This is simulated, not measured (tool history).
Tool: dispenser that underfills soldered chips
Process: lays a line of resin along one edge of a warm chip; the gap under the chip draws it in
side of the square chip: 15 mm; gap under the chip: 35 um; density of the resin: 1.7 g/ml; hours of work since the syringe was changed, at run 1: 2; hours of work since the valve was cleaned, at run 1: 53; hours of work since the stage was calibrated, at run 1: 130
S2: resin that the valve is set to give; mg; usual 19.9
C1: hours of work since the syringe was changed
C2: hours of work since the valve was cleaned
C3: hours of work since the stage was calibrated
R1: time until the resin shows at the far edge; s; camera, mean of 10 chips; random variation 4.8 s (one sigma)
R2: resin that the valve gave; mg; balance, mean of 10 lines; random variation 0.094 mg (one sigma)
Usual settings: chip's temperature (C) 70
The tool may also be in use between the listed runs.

Run 1, hour 0.0: usual settings; C1 2; C2 53; C3 130. Result: R1 571.4 s, R2 18.93 mg.
Run 2, hour 3.7: usual settings; C1 5; C2 56; C3 133. Result: R1 720.4 s, R2 19.05 mg.
At hour 7.5: new syringe of resin.
Run 3, hour 10.4: usual settings; C1 2; C2 61; C3 138. Result: R1 616.7 s, R2 18.88 mg.
At hour 17.3: new syringe of resin.
Run 4, hour 17.9: usual settings; C1 0; C2 66; C3 144. Result: R1 519.6 s, R2 18.66 mg.
Run 5, hour 25.1: usual settings; C1 6; C2 72; C3 149. Result: R1 839.8 s, R2 18.57 mg.
At hour 27.2: new syringe of resin.
Run 6, hour 30.9: usual settings; C1 3; C2 76; C3 154. Result: R1 640.5 s, R2 18.41 mg.
At hour 37.3: new syringe of resin.
Run 7, hour 38.1: usual settings; C1 1; C2 82; C3 159. Result: R1 542.3 s, R2 18.58 mg.
Run 8, hour 45.0: usual settings; C1 6; C2 87; C3 164. Result: R1 831.1 s, R2 18.49 mg.
At hour 47.5: new syringe of resin.
Run 9, hour 50.4: usual settings; C1 2; C2 91; C3 168. Result: R1 623.3 s, R2 18.42 mg.
Run 10, hour 54.5: usual settings; C1 5; C2 94; C3 172. Result: R1 812.1 s, R2 18.26 mg.
At hour 57.4: new syringe of resin.
Run 11, hour 58.5: usual settings; C1 1; C2 97; C3 174. Result: R1 562.8 s, R2 18.25 mg.
Run 12, hour 65.3: usual settings; C1 6; C2 102; C3 180. Result: R1 849.6 s, R2 18.20 mg.
At hour 67.3: new syringe of resin.
Run 13, hour 73.0: usual settings; C1 4; C2 108; C3 185. Result: R1 767.5 s, R2 18.14 mg.
At hour 77.2: new syringe of resin.
Run 14, hour 77.7: usual settings; C1 0; C2 111; C3 189. Result: R1 552.3 s, R2 17.95 mg.
At hour 79.8: dispensing valve cleaned and set on the balance.
Run 15, hour 84.7: usual settings; C1 5; C2 4; C3 193. Result: R1 774.7 s, R2 19.83 mg.
At hour 88.2: new syringe of resin.
Run 16, hour 90.3: usual settings; C1 2; C2 8; C3 198. Result: R1 587.8 s, R2 19.76 mg.
Run 17, hour 93.4: usual settings; C1 4; C2 10; C3 200. Result: R1 714.4 s, R2 19.77 mg.
At hour 98.0: new syringe of resin.
Run 18, hour 100.8: usual settings; C1 2; C2 16; C3 205. Result: R1 611.8 s, R2 19.47 mg.
At hour 107.8: new syringe of resin.
Run 19, hour 108.2: usual settings but chip's temperature (C) 62, S2 19.3 mg; C1 0; C2 21; C3 211. Result: R1 881.6 s, R2 18.71 mg.
Run 20, hour 114.8: usual settings but chip's temperature (C) 62, S2 21.1 mg; C1 5; C2 26; C3 216. Result: R1 1279.2 s, R2 20.46 mg.
At hour 117.7: new syringe of resin.
Run 21, hour 120.8: usual settings but chip's temperature (C) 65, S2 22.5 mg; C1 2; C2 31; C3 220. Result: R1 821.0 s, R2 21.83 mg.
At hour 127.5: new syringe of resin.
Run 22, hour 128.3: usual settings but S2 19.8 mg; C1 1; C2 36; C3 226. Result: R1 565.8 s, R2 18.93 mg.
Run 23, hour 132.6: usual settings but chip's temperature (C) 77, S2 24.4 mg; C1 4; C2 40; C3 229. Result: R1 484.3 s, R2 23.50 mg.
Run 24, hour 136.2: usual settings but chip's temperature (C) 65; C1 7; C2 43; C3 232. Result: R1 1189.3 s, R2 19.13 mg.
At hour 137.3: new syringe of resin.
Run 25, hour 142.8: usual settings but chip's temperature (C) 68, S2 23.2 mg; C1 4; C2 47; C3 237. Result: R1 820.4 s, R2 22.07 mg.
At hour 147.5: new syringe of resin.
Run 26, hour 149.9: usual settings but chip's temperature (C) 68, S2 23.2 mg; C1 2; C2 53; C3 242. Result: R1 688.9 s, R2 22.02 mg.
Run 27, hour 156.6: usual settings but chip's temperature (C) 68, S2 23.2 mg; C1 7; C2 58; C3 248. Result: R1 1045.5 s, R2 22.08 mg.
At hour 157.5: new syringe of resin.
Run 28, hour 163.0: usual settings but chip's temperature (C) 68, S2 23.2 mg; C1 4; C2 63; C3 252. Result: R1 842.6 s, R2 21.87 mg.
At hour 167.5: new syringe of resin.
Run 29, hour 167.6: usual settings but chip's temperature (C) 68, S2 23.2 mg; C1 0; C2 66; C3 256. Result: R1 588.9 s, R2 21.84 mg.
Run 30, hour 172.7: usual settings but chip's temperature (C) 60, S2 17.0 mg; C1 4; C2 70; C3 260. Result: R1 1369.3 s, R2 15.69 mg.
At hour 177.4: new syringe of resin.
Run 31, hour 180.1: usual settings but chip's temperature (C) 61, S2 18.2 mg; C1 2; C2 75; C3 265. Result: R1 1101.5 s, R2 16.99 mg.
Run 32, hour 183.6: usual settings but chip's temperature (C) 55, S2 20.5 mg; C1 5; C2 78; C3 268. Result: R1 1911.6 s, R2 18.93 mg.
At hour 187.6: new syringe of resin.
Run 33, hour 189.9: usual settings but chip's temperature (C) 55, S2 20.5 mg; C1 2; C2 83; C3 272. Result: R1 1499.3 s, R2 19.00 mg.
Run 34, hour 195.2: usual settings but chip's temperature (C) 66, S2 21.1 mg; C1 6; C2 87; C3 277. Result: R1 1052.2 s, R2 19.32 mg.
At hour 197.6: new syringe of resin.
Run 35, hour 200.9: usual settings but chip's temperature (C) 66, S2 21.1 mg; C1 3; C2 91; C3 281. Result: R1 827.1 s, R2 19.15 mg.
Run 36, hour 204.7: usual settings but chip's temperature (C) 68, S2 18.8 mg; C1 6; C2 94; C3 284. Result: R1 965.7 s, R2 17.07 mg.

Forecast each of these 3 alternatives for the next run:
At hour 207.6: new syringe of resin.
Run A, hour 210.8: usual settings but chip's temperature (C) 56, S2 20.9 mg; C1 2; C2 98; C3 288. Result: R1 ?, R2 ?.
At hour 207.6: new syringe of resin.
Run B, hour 210.8: usual settings but chip's temperature (C) 60, S2 24.6 mg; C1 2; C2 98; C3 288. Result: R1 ?, R2 ?.
At hour 207.6: new syringe of resin.
Run C, hour 210.8: usual settings but chip's temperature (C) 66, S2 23.4 mg; C1 2; C2 98; C3 288. Result: R1 ?, R2 ?.

run      R1     R2
  A  1455.6  18.96
  B  1151.8  22.49
  C   828.5  21.07
Without the tool's hidden state the same runs would have given:
run      R1     R2
  A  1041.6  20.86
  B   834.6  24.74
  C   601.9  23.19

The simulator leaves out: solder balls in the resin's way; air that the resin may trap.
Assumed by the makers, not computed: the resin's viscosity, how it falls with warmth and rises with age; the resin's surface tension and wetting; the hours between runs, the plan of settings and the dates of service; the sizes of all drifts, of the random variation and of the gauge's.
